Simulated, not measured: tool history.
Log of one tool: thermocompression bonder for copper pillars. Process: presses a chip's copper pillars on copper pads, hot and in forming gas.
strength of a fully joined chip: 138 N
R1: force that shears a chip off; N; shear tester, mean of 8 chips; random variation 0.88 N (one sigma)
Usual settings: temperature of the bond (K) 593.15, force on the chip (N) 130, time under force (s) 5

run 1 hour=0.0 | temperature_of_the_bond_(K)=593.15 force_on_the_chip_(N)=130 time_under_force_(s)=5 | R1=63.2
run 2 hour=19.6 | temperature_of_the_bond_(K)=593.15 force_on_the_chip_(N)=87 time_under_force_(s)=5 | R1=46.3
run 3 hour=43.4 | temperature_of_the_bond_(K)=593.15 force_on_the_chip_(N)=87 time_under_force_(s)=5 | R1=43.6
run 4 hour=72.7 | temperature_of_the_bond_(K)=593.15 force_on_the_chip_(N)=87 time_under_force_(s)=5 | R1=44.3
-- hour=91.0 forming gas filter changed
run 5 hour=109.7 | temperature_of_the_bond_(K)=568.15 force_on_the_chip_(N)=130 time_under_force_(s)=5 | R1=53.5
run 6 hour=132.2 | temperature_of_the_bond_(K)=568.15 force_on_the_chip_(N)=130 time_under_force_(s)=5 | R1=52.5
run 7 hour=161.1 | temperature_of_the_bond_(K)=568.15 force_on_the_chip_(N)=130 time_under_force_(s)=5 | R1=52.6
run 8 hour=186.4 | temperature_of_the_bond_(K)=568.15 force_on_the_chip_(N)=130 time_under_force_(s)=5 | R1=51.1
run 9 hour=220.2 | temperature_of_the_bond_(K)=568.15 force_on_the_chip_(N)=130 time_under_force_(s)=5 | R1=51.2
run 10 hour=245.3 | temperature_of_the_bond_(K)=594.15 force_on_the_chip_(N)=130 time_under_force_(s)=5 | R1=66.6
run 11 hour=291.5 | temperature_of_the_bond_(K)=593.15 force_on_the_chip_(N)=130 time_under_force_(s)=11 | R1=84.2
run 12 hour=314.5 | temperature_of_the_bond_(K)=593.15 force_on_the_chip_(N)=130 time_under_force_(s)=11 | R1=83.7
run 13 hour=351.8 | temperature_of_the_bond_(K)=617.15 force_on_the_chip_(N)=175 time_under_force_(s)=11 | R1=110.2
run 14 hour=376.4 | temperature_of_the_bond_(K)=617.15 force_on_the_chip_(N)=175 time_under_force_(s)=11 | R1=109.8
run 15 hour=416.2 | temperature_of_the_bond_(K)=583.15 force_on_the_chip_(N)=83 time_under_force_(s)=4 | R1=35.4

3 ways to go on from here, each from the tool as it stands after run 15. What would each give?
-- hour=432.1 forming gas filter changed
run A hour=458.9 | temperature_of_the_bond_(K)=583.15 force_on_the_chip_(N)=83 time_under_force_(s)=10 | R1=?
-- hour=432.1 forming gas filter changed
run B hour=458.9 | temperature_of_the_bond_(K)=583.15 force_on_the_chip_(N)=123 time_under_force_(s)=4 | R1=?
-- hour=432.1 forming gas filter changed
run C hour=458.9 | temperature_of_the_bond_(K)=564.15 force_on_the_chip_(N)=97 time_under_force_(s)=5 | R1=?

run=A R1=54.2
run=B R1=53.6
run=C R1=37.2
Without the tool's hidden state the same runs would have given:
run=A R1=59.6
run=B R1=58.8
run=C R1=41.6

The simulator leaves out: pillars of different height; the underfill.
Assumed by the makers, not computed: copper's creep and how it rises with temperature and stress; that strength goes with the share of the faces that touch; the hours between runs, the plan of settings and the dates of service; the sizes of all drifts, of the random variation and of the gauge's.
